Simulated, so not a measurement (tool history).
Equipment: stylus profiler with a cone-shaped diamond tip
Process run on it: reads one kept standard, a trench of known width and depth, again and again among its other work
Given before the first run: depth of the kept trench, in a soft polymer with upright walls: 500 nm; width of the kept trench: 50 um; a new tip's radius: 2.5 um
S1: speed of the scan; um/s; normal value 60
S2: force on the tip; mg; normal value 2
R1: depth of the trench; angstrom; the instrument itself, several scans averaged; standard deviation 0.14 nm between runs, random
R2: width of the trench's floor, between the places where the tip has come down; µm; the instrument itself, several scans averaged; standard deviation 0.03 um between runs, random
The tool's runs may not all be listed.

run	day	S1	S2	R1	R2
1	0	60	2	5033.7	46.72
2	0.321	109	2	5032.2	46.67
3	0.958	109	2	5033	46.62
4	1.338	109	2	5038.3	46.6
5	1.85	109	2	5032.5	46.65
6	2.308	60	1.17	5024.1	46.65
7	2.588	60	1.17	5022.6	46.65
8	2.917	60	1.17	5021.6	46.62
9	3.454	60	1.17	5021.4	46.65
10	3.929	60	1.17	5024.1	46.65
11	4.525	77	5.26	5063.6	46.64

The next listed run, before its measurement:
12	4.892	60	1.03	?	?

Run 12 measured R1 5021.7 angstrom, R2 46.58 µm.
With no hidden state in the tool, this same run would have given R1 5023.3 angstrom, R2 46.79 µm.
